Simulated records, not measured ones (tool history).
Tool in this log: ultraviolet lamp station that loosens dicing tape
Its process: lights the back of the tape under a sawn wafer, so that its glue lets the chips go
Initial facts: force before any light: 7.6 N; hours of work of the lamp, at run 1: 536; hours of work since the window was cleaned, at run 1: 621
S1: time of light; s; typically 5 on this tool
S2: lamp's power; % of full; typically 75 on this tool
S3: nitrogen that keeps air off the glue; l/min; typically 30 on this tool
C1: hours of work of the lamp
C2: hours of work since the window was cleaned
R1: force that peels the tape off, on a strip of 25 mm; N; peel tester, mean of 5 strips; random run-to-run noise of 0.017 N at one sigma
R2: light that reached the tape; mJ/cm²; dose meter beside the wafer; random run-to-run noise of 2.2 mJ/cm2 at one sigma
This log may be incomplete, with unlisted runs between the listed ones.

run 1 day=0.000 | S1=5 S2=75 S3=30 | C1=536 C2=621 | R1=1.567 R2=136
run 2 day=2.192 | S1=5 S2=63 S3=30 | C1=573 C2=658 | R1=2.133 R2=111
-- day=3.721 window cleaned of glue's vapour
run 3 day=5.392 | S1=5 S2=75 S3=56 | C1=627 C2=28 | R1=1.423 R2=129
run 4 day=7.875 | S1=5 S2=75 S3=56 | C1=670 C2=71 | R1=1.501 R2=123
run 5 day=9.392 | S1=3 S2=75 S3=56 | C1=696 C2=97 | R1=2.847 R2=72
run 6 day=11.075 | S1=3 S2=75 S3=56 | C1=724 C2=125 | R1=3.068 R2=73
run 7 day=12.588 | S1=3 S2=75 S3=56 | C1=750 C2=151 | R1=3.115 R2=68
-- day=12.796 lamp changed
run 8 day=14.758 | S1=5 S2=75 S3=30 | C1=33 C2=188 | R1=0.890 R2=196
run 9 day=16.942 | S1=5 S2=75 S3=30 | C1=71 C2=225 | R1=0.879 R2=186
run 10 day=18.912 | S1=5 S2=75 S3=30 | C1=104 C2=258 | R1=0.974 R2=182
run 11 day=21.746 | S1=5 S2=75 S3=30 | C1=153 C2=307 | R1=0.978 R2=183
run 12 day=23.646 | S1=5 S2=75 S3=30 | C1=185 C2=339 | R1=1.049 R2=176
run 13 day=25.700 | S1=5 S2=75 S3=30 | C1=220 C2=374 | R1=1.051 R2=174
run 14 day=28.679 | S1=5 S2=75 S3=30 | C1=271 C2=425 | R1=1.142 R2=169
run 15 day=30.317 | S1=5 S2=75 S3=30 | C1=299 C2=453 | R1=1.180 R2=166
run 16 day=33.396 | S1=5 S2=75 S3=30 | C1=351 C2=506 | R1=1.261 R2=159
run 17 day=36.546 | S1=5 S2=75 S3=29 | C1=405 C2=559 | R1=1.344 R2=155
run 18 day=39.042 | S1=5 S2=75 S3=17 | C1=448 C2=602 | R1=1.568 R2=151
run 19 day=40.821 | S1=5 S2=75 S3=17 | C1=478 C2=632 | R1=1.683 R2=145
run 20 day=42.788 | S1=5 S2=75 S3=17 | C1=512 C2=666 | R1=1.794 R2=138
-- day=43.988 window cleaned of glue's vapour
run 21 day=45.850 | S1=5 S2=64 S3=30 | C1=564 C2=32 | R1=1.914 R2=123
run 22 day=48.462 | S1=4 S2=75 S3=30 | C1=608 C2=76 | R1=2.129 R2=108
run 23 day=49.829 | S1=2 S2=60 S3=13 | C1=631 C2=100 | R1=4.945 R2=43
run 24 day=53.088 | S1=7 S2=66 S3=27 | C1=687 C2=155 | R1=1.333 R2=155
run 25 day=54.850 | S1=7 S2=89 S3=25 | C1=717 C2=185 | R1=0.829 R2=205
-- day=57.054 lamp changed
run 26 day=57.112 | S1=7 S2=89 S3=25 | C1=1 C2=223 | R1=0.355 R2=322
run 27 day=59.358 | S1=7 S2=89 S3=25 | C1=39 C2=261 | R1=0.365 R2=319
run 28 day=62.054 | S1=5 S2=96 S3=34 | C1=85 C2=308 | R1=0.561 R2=237
run 29 day=63.738 | S1=3 S2=81 S3=37 | C1=114 C2=336 | R1=1.803 R2=117
run 30 day=65.550 | S1=4 S2=88 S3=30 | C1=145 C2=367 | R1=1.141 R2=166
run 31 day=68.742 | S1=10 S2=73 S3=36 | C1=199 C2=422 | R1=0.276 R2=331
run 32 day=71.188 | S1=5 S2=71 S3=41 | C1=241 C2=463 | R1=1.125 R2=154
run 33 day=73.438 | S1=5 S2=71 S3=41 | C1=279 C2=502 | R1=1.213 R2=150
run 34 day=75.917 | S1=5 S2=66 S3=17 | C1=322 C2=544 | R1=1.855 R2=141
run 35 day=78.708 | S1=5 S2=75 S3=11 | C1=369 C2=592 | R1=1.880 R2=154
run 36 day=80.242 | S1=5 S2=75 S3=11 | C1=396 C2=618 | R1=1.916 R2=150
run 37 day=82.929 | S1=5 S2=75 S3=11 | C1=441 C2=664 | R1=2.011 R2=144
-- day=84.150 window cleaned of glue's vapour
run 38 day=84.762 | S1=5 S2=75 S3=11 | C1=472 C2=10 | R1=1.946 R2=144
run 39 day=87.542 | S1=5 S2=75 S3=56 | C1=520 C2=58 | R1=1.229 R2=137
run 40 day=89.817 | S1=5 S2=65 S3=33 | C1=559 C2=97 | R1=1.826 R2=115
run 41 day=92.654 | S1=5 S2=65 S3=33 | C1=607 C2=145 | R1=1.888 R2=114
run 42 day=95.762 | S1=5 S2=65 S3=33 | C1=660 C2=198 | R1=2.068 R2=108
run 43 day=98.917 | S1=9 S2=78 S3=13 | C1=714 C2=252 | R1=0.942 R2=217
run 44 day=100.333 | S1=10 S2=71 S3=20 | C1=738 C2=276 | R1=0.828 R2=217

Each row is a separate what-if for the run after 44, all from the same tool condition, not one after another. Results?
-- day=101.217 lamp changed
run A day=101.804 | S1=5 S2=82 S3=25 | C1=10 C2=300 | R1=? R2=?
-- day=101.217 lamp changed
run B day=101.804 | S1=5 S2=87 S3=25 | C1=10 C2=300 | R1=? R2=?
-- day=101.217 lamp changed
run C day=101.804 | S1=6 S2=84 S3=36 | C1=10 C2=300 | R1=? R2=?

run=A R1=0.785 R2=207
run=B R1=0.715 R2=224
run=C R1=0.451 R2=261
The same runs, with their run-to-run variation unchanged, on a tool lacking any hidden condition would have given:
run=A R1=0.734 R2=214
run=B R1=0.667 R2=231
run=C R1=0.421 R2=271

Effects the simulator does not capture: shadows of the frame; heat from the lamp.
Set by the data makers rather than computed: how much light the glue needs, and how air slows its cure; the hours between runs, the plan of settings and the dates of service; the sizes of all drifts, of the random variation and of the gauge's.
